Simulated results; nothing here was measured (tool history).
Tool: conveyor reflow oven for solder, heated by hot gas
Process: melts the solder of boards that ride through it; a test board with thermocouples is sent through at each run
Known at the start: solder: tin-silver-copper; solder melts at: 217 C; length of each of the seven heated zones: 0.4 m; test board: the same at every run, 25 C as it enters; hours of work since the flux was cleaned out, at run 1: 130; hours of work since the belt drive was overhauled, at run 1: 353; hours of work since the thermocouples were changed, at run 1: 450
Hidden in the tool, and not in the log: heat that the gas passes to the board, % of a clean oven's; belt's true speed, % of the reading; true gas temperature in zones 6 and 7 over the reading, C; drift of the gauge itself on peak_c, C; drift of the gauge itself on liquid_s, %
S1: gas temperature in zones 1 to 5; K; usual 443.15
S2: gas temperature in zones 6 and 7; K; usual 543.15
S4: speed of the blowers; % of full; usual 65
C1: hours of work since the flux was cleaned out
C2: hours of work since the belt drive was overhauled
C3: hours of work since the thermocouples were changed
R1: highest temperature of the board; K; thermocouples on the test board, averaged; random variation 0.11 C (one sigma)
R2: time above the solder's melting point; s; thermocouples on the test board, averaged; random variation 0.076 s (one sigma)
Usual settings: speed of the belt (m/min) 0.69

run 1 hour=0 | S1=443.15 S2=543.15 speed_of_the_belt_(m/min)=0.69 S4=65 | C1=130 C2=353 C3=450 | R1=525.05 R2=50.59
run 2 hour=55.3 | S1=443.15 S2=543.15 speed_of_the_belt_(m/min)=0.69 S4=65 | C1=164 C2=387 C3=484 | R1=524.85 R2=50.59
run 3 hour=104.2 | S1=443.15 S2=543.15 speed_of_the_belt_(m/min)=0.69 S4=65 | C1=194 C2=417 C3=514 | R1=524.35 R2=50.37
run 4 hour=129.3 | S1=443.15 S2=543.15 speed_of_the_belt_(m/min)=0.69 S4=65 | C1=209 C2=432 C3=529 | R1=524.45 R2=50.32
run 5 hour=156.7 | S1=443.15 S2=543.15 speed_of_the_belt_(m/min)=0.69 S4=65 | C1=226 C2=448 C3=546 | R1=524.35 R2=50.14
run 6 hour=205.9 | S1=443.15 S2=543.15 speed_of_the_belt_(m/min)=0.69 S4=65 | C1=256 C2=478 C3=576 | R1=524.25 R2=50.06
run 7 hour=251.6 | S1=443.15 S2=543.15 speed_of_the_belt_(m/min)=0.69 S4=65 | C1=284 C2=506 C3=603 | R1=524.25 R2=49.99
run 8 hour=301 | S1=443.15 S2=543.15 speed_of_the_belt_(m/min)=0.69 S4=65 | C1=314 C2=536 C3=633 | R1=524.05 R2=49.92
run 9 hour=348.9 | S1=443.15 S2=543.15 speed_of_the_belt_(m/min)=0.69 S4=65 | C1=343 C2=565 C3=663 | R1=524.05 R2=49.75
-- hour=401.7 flux residue cleaned out of gas plates and filters
run 10 hour=404.2 | S1=443.15 S2=543.15 speed_of_the_belt_(m/min)=0.69 S4=85 | C1=1 C2=596 C3=693 | R1=530.05 R2=55.08
run 11 hour=454.5 | S1=443.15 S2=543.15 speed_of_the_belt_(m/min)=0.69 S4=85 | C1=32 C2=627 C3=724 | R1=529.55 R2=55.04
run 12 hour=482.8 | S1=443.15 S2=532.15 speed_of_the_belt_(m/min)=0.69 S4=65 | C1=49 C2=644 C3=741 | R1=515.25 R2=43.79
run 13 hour=529.8 | S1=443.15 S2=554.15 speed_of_the_belt_(m/min)=0.69 S4=65 | C1=78 C2=672 C3=770 | R1=534.75 R2=56.53
run 14 hour=569.5 | S1=443.15 S2=543.15 speed_of_the_belt_(m/min)=0.69 S4=69 | C1=102 C2=697 C3=794 | R1=525.95 R2=51.72
run 15 hour=626.4 | S1=443.15 S2=543.15 speed_of_the_belt_(m/min)=0.69 S4=65 | C1=137 C2=731 C3=828 | R1=524.65 R2=50.46
run 16 hour=677 | S1=443.15 S2=543.15 speed_of_the_belt_(m/min)=0.69 S4=65 | C1=167 C2=762 C3=859 | R1=524.35 R2=50.36
run 17 hour=733.6 | S1=443.15 S2=543.15 speed_of_the_belt_(m/min)=0.69 S4=65 | C1=202 C2=796 C3=894 | R1=524.35 R2=50.23
run 18 hour=781.5 | S1=453.15 S2=558.15 speed_of_the_belt_(m/min)=0.587 S4=82 | C1=231 C2=826 C3=923 | R1=547.35 R2=77.25
run 19 hour=841.5 | S1=456.15 S2=541.15 speed_of_the_belt_(m/min)=0.642 S4=89 | C1=268 C2=862 C3=959 | R1=530.65 R2=64.67
run 20 hour=866.5 | S1=451.15 S2=543.15 speed_of_the_belt_(m/min)=0.69 S4=68 | C1=283 C2=877 C3=974 | R1=525.95 R2=54.33
run 21 hour=899.6 | S1=439.15 S2=535.15 speed_of_the_belt_(m/min)=0.824 S4=72 | C1=303 C2=897 C3=995 | R1=511.65 R2=31.04
run 22 hour=946.9 | S1=443.15 S2=543.15 speed_of_the_belt_(m/min)=0.812 S4=59 | C1=332 C2=926 C3=1023 | R1=515.35 R2=34.48
run 23 hour=995 | S1=443.15 S2=543.15 speed_of_the_belt_(m/min)=0.69 S4=87 | C1=361 C2=955 C3=1053 | R1=528.45 R2=53.86
-- hour=1017.2 flux residue cleaned out of gas plates and filters
run 24 hour=1033.5 | S1=440.15 S2=547.15 speed_of_the_belt_(m/min)=0.681 S4=58 | C1=10 C2=976 C3=1073 | R1=526.65 R2=51.38
run 25 hour=1089.5 | S1=432.15 S2=547.15 speed_of_the_belt_(m/min)=0.681 S4=58 | C1=44 C2=1010 C3=1107 | R1=524.65 R2=47.97
run 26 hour=1138.8 | S1=435.15 S2=543.15 speed_of_the_belt_(m/min)=0.69 S4=65 | C1=74 C2=1040 C3=1137 | R1=523.55 R2=47.6
run 27 hour=1193.2 | S1=435.15 S2=543.15 speed_of_the_belt_(m/min)=0.69 S4=65 | C1=107 C2=1073 C3=1170 | R1=523.25 R2=47.62
-- hour=1226.3 thermocouples of zones 6 and 7 changed
run 28 hour=1245.6 | S1=448.15 S2=543.15 speed_of_the_belt_(m/min)=0.551 S4=65 | C1=138 C2=1104 C3=12 | R1=533.15 R2=73.86
run 29 hour=1298.7 | S1=448.15 S2=550.15 speed_of_the_belt_(m/min)=0.702 S4=65 | C1=170 C2=1136 C3=44 | R1=532.35 R2=56.02
run 30 hour=1331.4 | S1=443.15 S2=551.15 speed_of_the_belt_(m/min)=0.69 S4=65 | C1=190 C2=1156 C3=64 | R1=532.95 R2=55.88

Forecast each of these 3 alternatives for the next run:
run A hour=1378 | S1=443.15 S2=542.15 speed_of_the_belt_(m/min)=0.681 S4=67 | C1=218 C2=1184 C3=92 | R1=? R2=?
run B hour=1378 | S1=433.15 S2=543.15 speed_of_the_belt_(m/min)=0.795 S4=83 | C1=218 C2=1184 C3=92 | R1=? R2=?
run C hour=1378 | S1=449.15 S2=532.15 speed_of_the_belt_(m/min)=0.69 S4=56 | C1=218 C2=1184 C3=92 | R1=? R2=?

run=A R1=526.15 R2=52.45
run=B R1=523.65 R2=40.92
run=C R1=514.55 R2=44.18
Without the tool's hidden state the same runs would have given:
run=A R1=526.85 R2=52.28
run=B R1=524.75 R2=41.15
run=C R1=515.15 R2=44.17
